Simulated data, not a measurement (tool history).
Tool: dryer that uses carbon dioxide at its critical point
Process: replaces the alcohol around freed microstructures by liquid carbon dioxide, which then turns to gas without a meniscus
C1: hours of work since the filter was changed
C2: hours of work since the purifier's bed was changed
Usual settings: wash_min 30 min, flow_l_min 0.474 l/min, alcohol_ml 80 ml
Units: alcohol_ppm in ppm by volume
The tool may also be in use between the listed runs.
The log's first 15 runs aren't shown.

{"run": 16, "day": 6.408, "wash_min": 28, "flow_l_min": 0.441, "alcohol_ml": 28, "C1": 324, "C2": 174, "alcohol_ppm": 86}
{"run": 17, "day": 6.767, "wash_min": 24, "flow_l_min": 0.77, "alcohol_ml": 28, "C1": 328, "C2": 178, "alcohol_ppm": 27}
{"run": 18, "day": 7.329, "wash_min": 20, "flow_l_min": 0.356, "alcohol_ml": 40, "C1": 334, "C2": 183, "alcohol_ppm": 992}
{"run": 19, "day": 7.717, "wash_min": 22, "flow_l_min": 0.474, "alcohol_ml": 35, "C1": 337, "C2": 187, "alcohol_ppm": 227}
{"run": 20, "day": 8.021, "wash_min": 21, "flow_l_min": 0.705, "alcohol_ml": 35, "C1": 340, "C2": 190, "alcohol_ppm": 55}
{"run": 21, "day": 8.512, "wash_min": 21, "flow_l_min": 0.705, "alcohol_ml": 35, "C1": 345, "C2": 195, "alcohol_ppm": 54}
{"run": 22, "day": 9.054, "wash_min": 34, "flow_l_min": 0.699, "alcohol_ml": 113, "C1": 351, "C2": 201, "alcohol_ppm": 20}
{"run": 23, "day": 9.412, "wash_min": 47, "flow_l_min": 0.474, "alcohol_ml": 110, "C1": 354, "C2": 204, "alcohol_ppm": 22}
{"run": 24, "day": 9.842, "wash_min": 47, "flow_l_min": 0.474, "alcohol_ml": 110, "C1": 359, "C2": 209, "alcohol_ppm": 20}
{"run": 25, "day": 10.229, "wash_min": 28, "flow_l_min": 0.624, "alcohol_ml": 37, "C1": 363, "C2": 212, "alcohol_ppm": 38}
{"run": 26, "day": 10.821, "wash_min": 28, "flow_l_min": 0.624, "alcohol_ml": 37, "C1": 368, "C2": 218, "alcohol_ppm": 43}
{"run": 27, "day": 11.162, "wash_min": 31, "flow_l_min": 0.621, "alcohol_ml": 47, "C1": 372, "C2": 222, "alcohol_ppm": 28}
{"run": 28, "day": 11.612, "wash_min": 30, "flow_l_min": 0.397, "alcohol_ml": 80, "C1": 376, "C2": 226, "alcohol_ppm": 295}
{"run": 29, "day": 12.179, "wash_min": 35, "flow_l_min": 0.361, "alcohol_ml": 38, "C1": 382, "C2": 232, "alcohol_ppm": 127}
{"run": 30, "day": 12.629, "wash_min": 35, "flow_l_min": 0.361, "alcohol_ml": 38, "C1": 387, "C2": 236, "alcohol_ppm": 111}

Forecast each of these 5 alternatives for the next run:
{"run": "A", "day": 13.162, "wash_min": 32, "flow_l_min": 0.363, "alcohol_ml": 80, "C1": 392, "C2": 242, "alcohol_ppm": "?"}
{"run": "B", "day": 13.162, "wash_min": 35, "flow_l_min": 0.394, "alcohol_ml": 38, "C1": 392, "C2": 242, "alcohol_ppm": "?"}
{"run": "C", "day": 13.162, "wash_min": 42, "flow_l_min": 0.364, "alcohol_ml": 34, "C1": 392, "C2": 242, "alcohol_ppm": "?"}
{"run": "D", "day": 13.162, "wash_min": 42, "flow_l_min": 0.43, "alcohol_ml": 38, "C1": 392, "C2": 242, "alcohol_ppm": "?"}
{"run": "E", "day": 13.162, "wash_min": 20, "flow_l_min": 0.687, "alcohol_ml": 80, "C1": 392, "C2": 242, "alcohol_ppm": "?"}

run=A alcohol_ppm=330
run=B alcohol_ppm=85
run=C alcohol_ppm=66
run=D alcohol_ppm=49
run=E alcohol_ppm=157
Without the tool's hidden state the same runs would have given:
run=A alcohol_ppm=169
run=B alcohol_ppm=32
run=C alcohol_ppm=27
run=D alcohol_ppm=18
run=E alcohol_ppm=70
